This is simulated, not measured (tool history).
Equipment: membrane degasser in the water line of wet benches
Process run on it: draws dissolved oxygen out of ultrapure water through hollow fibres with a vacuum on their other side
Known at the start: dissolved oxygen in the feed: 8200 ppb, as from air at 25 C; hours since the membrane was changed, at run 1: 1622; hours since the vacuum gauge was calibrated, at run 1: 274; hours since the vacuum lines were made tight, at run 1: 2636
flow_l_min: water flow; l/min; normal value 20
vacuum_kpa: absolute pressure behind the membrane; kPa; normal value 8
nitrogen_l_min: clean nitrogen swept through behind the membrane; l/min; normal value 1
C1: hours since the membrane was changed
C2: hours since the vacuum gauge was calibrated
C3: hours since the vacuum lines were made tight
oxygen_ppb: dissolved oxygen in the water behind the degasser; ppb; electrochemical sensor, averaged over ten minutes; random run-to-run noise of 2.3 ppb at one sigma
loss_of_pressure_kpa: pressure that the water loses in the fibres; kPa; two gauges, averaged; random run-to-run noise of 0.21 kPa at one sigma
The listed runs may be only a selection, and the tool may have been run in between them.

run 1 hour=0 | flow_l_min=20 vacuum_kpa=8 nitrogen_l_min=1 | C1=1622 C2=274 C3=2636 | oxygen_ppb=223.2 loss_of_pressure_kpa=48.52
run 2 hour=119.2 | flow_l_min=20 vacuum_kpa=8 nitrogen_l_min=1 | C1=1741 C2=393 C3=2755 | oxygen_ppb=227.9 loss_of_pressure_kpa=48.69
run 3 hour=269 | flow_l_min=20 vacuum_kpa=8 nitrogen_l_min=1 | C1=1891 C2=543 C3=2905 | oxygen_ppb=224.7 loss_of_pressure_kpa=48.44
run 4 hour=412.4 | flow_l_min=20 vacuum_kpa=8 nitrogen_l_min=1 | C1=2034 C2=686 C3=3048 | oxygen_ppb=226.4 loss_of_pressure_kpa=48.44
run 5 hour=506.8 | flow_l_min=20 vacuum_kpa=8 nitrogen_l_min=1 | C1=2129 C2=781 C3=3143 | oxygen_ppb=222 loss_of_pressure_kpa=49.08
run 6 hour=612 | flow_l_min=20 vacuum_kpa=8 nitrogen_l_min=1 | C1=2234 C2=886 C3=3248 | oxygen_ppb=225.2 loss_of_pressure_kpa=48.61
run 7 hour=698.4 | flow_l_min=20 vacuum_kpa=5.27 nitrogen_l_min=1 | C1=2320 C2=972 C3=3334 | oxygen_ppb=106.8 loss_of_pressure_kpa=48.8
run 8 hour=804.2 | flow_l_min=20 vacuum_kpa=5.27 nitrogen_l_min=1 | C1=2426 C2=1078 C3=3440 | oxygen_ppb=103.9 loss_of_pressure_kpa=48.75
run 9 hour=958.1 | flow_l_min=20 vacuum_kpa=8 nitrogen_l_min=1 | C1=2580 C2=1232 C3=3594 | oxygen_ppb=221.6 loss_of_pressure_kpa=48.36
run 10 hour=1069.1 | flow_l_min=20 vacuum_kpa=8 nitrogen_l_min=1 | C1=2691 C2=1343 C3=3705 | oxygen_ppb=223.5 loss_of_pressure_kpa=48.64
run 11 hour=1143.6 | flow_l_min=29 vacuum_kpa=8 nitrogen_l_min=1 | C1=2765 C2=1418 C3=3779 | oxygen_ppb=362.3 loss_of_pressure_kpa=70.5
run 12 hour=1251.5 | flow_l_min=13 vacuum_kpa=8 nitrogen_l_min=1 | C1=2873 C2=1525 C3=3887 | oxygen_ppb=141.6 loss_of_pressure_kpa=31.6
run 13 hour=1322.9 | flow_l_min=20 vacuum_kpa=8 nitrogen_l_min=0.59 | C1=2945 C2=1597 C3=3959 | oxygen_ppb=340.6 loss_of_pressure_kpa=49.04
run 14 hour=1401.5 | flow_l_min=20 vacuum_kpa=8 nitrogen_l_min=1.43 | C1=3023 C2=1676 C3=4037 | oxygen_ppb=166.3 loss_of_pressure_kpa=48.77
run 15 hour=1486.4 | flow_l_min=20 vacuum_kpa=8 nitrogen_l_min=1.43 | C1=3108 C2=1760 C3=4122 | oxygen_ppb=163.4 loss_of_pressure_kpa=48.86
run 16 hour=1579.7 | flow_l_min=20 vacuum_kpa=8 nitrogen_l_min=1.43 | C1=3201 C2=1854 C3=4216 | oxygen_ppb=165.9 loss_of_pressure_kpa=48.75
run 17 hour=1646.5 | flow_l_min=20 vacuum_kpa=8 nitrogen_l_min=1.1 | C1=3268 C2=1921 C3=4282 | oxygen_ppb=204 loss_of_pressure_kpa=48.77
run 18 hour=1798.4 | flow_l_min=14 vacuum_kpa=13.66 nitrogen_l_min=0.83 | C1=3420 C2=2072 C3=4434 | oxygen_ppb=391.6 loss_of_pressure_kpa=33.96
run 19 hour=1907 | flow_l_min=14 vacuum_kpa=6.62 nitrogen_l_min=2.83 | C1=3529 C2=2181 C3=4543 | oxygen_ppb=41.9 loss_of_pressure_kpa=33.98
run 20 hour=2019.6 | flow_l_min=20 vacuum_kpa=7.31 nitrogen_l_min=1 | C1=3641 C2=2294 C3=4655 | oxygen_ppb=194.5 loss_of_pressure_kpa=49.17
run 21 hour=2085.7 | flow_l_min=20 vacuum_kpa=15.67 nitrogen_l_min=1 | C1=3707 C2=2360 C3=4722 | oxygen_ppb=543.1 loss_of_pressure_kpa=48.74
run 22 hour=2220.3 | flow_l_min=21 vacuum_kpa=5.44 nitrogen_l_min=1 | C1=3842 C2=2494 C3=4856 | oxygen_ppb=121.6 loss_of_pressure_kpa=51.28
run 23 hour=2331.6 | flow_l_min=21 vacuum_kpa=5.44 nitrogen_l_min=1 | C1=3953 C2=2606 C3=4967 | oxygen_ppb=122.4 loss_of_pressure_kpa=51.46
run 24 hour=2458.4 | flow_l_min=22 vacuum_kpa=8 nitrogen_l_min=2.21 | C1=4080 C2=2732 C3=5094 | oxygen_ppb=134 loss_of_pressure_kpa=53.75
run 25 hour=2540 | flow_l_min=22 vacuum_kpa=8 nitrogen_l_min=2.21 | C1=4162 C2=2814 C3=5176 | oxygen_ppb=134.6 loss_of_pressure_kpa=53.89
run 26 hour=2634.1 | flow_l_min=22 vacuum_kpa=8 nitrogen_l_min=2.21 | C1=4256 C2=2908 C3=5270 | oxygen_ppb=136.8 loss_of_pressure_kpa=53.53
run 27 hour=2745.7 | flow_l_min=29 vacuum_kpa=8 nitrogen_l_min=0.76 | C1=4367 C2=3020 C3=5382 | oxygen_ppb=435.6 loss_of_pressure_kpa=70.3
run 28 hour=2879 | flow_l_min=29 vacuum_kpa=8 nitrogen_l_min=0.76 | C1=4501 C2=3153 C3=5515 | oxygen_ppb=433.8 loss_of_pressure_kpa=70.4
run 29 hour=2999 | flow_l_min=29 vacuum_kpa=8 nitrogen_l_min=0.76 | C1=4621 C2=3273 C3=5635 | oxygen_ppb=434.2 loss_of_pressure_kpa=70.53
run 30 hour=3128.2 | flow_l_min=15 vacuum_kpa=8.22 nitrogen_l_min=2.34 | C1=4750 C2=3402 C3=5764 | oxygen_ppb=79.1 loss_of_pressure_kpa=36.49
run 31 hour=3259 | flow_l_min=15 vacuum_kpa=8.22 nitrogen_l_min=2.34 | C1=4881 C2=3533 C3=5895 | oxygen_ppb=80.5 loss_of_pressure_kpa=36.42

Here are 5 independent what-if runs from the current tool condition. What would each one return?
-- hour=3313.7 vacuum gauge calibrated
run A hour=3333.4 | flow_l_min=19 vacuum_kpa=8.22 nitrogen_l_min=2.34 | C1=4955 C2=20 C3=5969 | oxygen_ppb=? loss_of_pressure_kpa=?
-- hour=3313.7 vacuum gauge calibrated
run B hour=3333.4 | flow_l_min=13 vacuum_kpa=6.62 nitrogen_l_min=2.34 | C1=4955 C2=20 C3=5969 | oxygen_ppb=? loss_of_pressure_kpa=?
-- hour=3313.7 vacuum gauge calibrated
run C hour=3333.4 | flow_l_min=18 vacuum_kpa=14.28 nitrogen_l_min=0.97 | C1=4955 C2=20 C3=5969 | oxygen_ppb=? loss_of_pressure_kpa=?
-- hour=3313.7 vacuum gauge calibrated
run D hour=3333.4 | flow_l_min=23 vacuum_kpa=9.86 nitrogen_l_min=0.6 | C1=4955 C2=20 C3=5969 | oxygen_ppb=? loss_of_pressure_kpa=?
-- hour=3313.7 vacuum gauge calibrated
run E hour=3333.4 | flow_l_min=19 vacuum_kpa=7.86 nitrogen_l_min=0.63 | C1=4955 C2=20 C3=5969 | oxygen_ppb=? loss_of_pressure_kpa=?

run=A oxygen_ppb=106.8 loss_of_pressure_kpa=46.34
run=B oxygen_ppb=47 loss_of_pressure_kpa=31.38
run=C oxygen_ppb=447.1 loss_of_pressure_kpa=43.83
run=D oxygen_ppb=521.7 loss_of_pressure_kpa=56.06
run=E oxygen_ppb=300.2 loss_of_pressure_kpa=46.28
Had the tool no hidden state, the same runs would have come out as:
run=A oxygen_ppb=106.7 loss_of_pressure_kpa=46.3
run=B oxygen_ppb=46.9 loss_of_pressure_kpa=31.36
run=C oxygen_ppb=446.9 loss_of_pressure_kpa=43.79
run=D oxygen_ppb=521.5 loss_of_pressure_kpa=56.02
run=E oxygen_ppb=300.1 loss_of_pressure_kpa=46.24
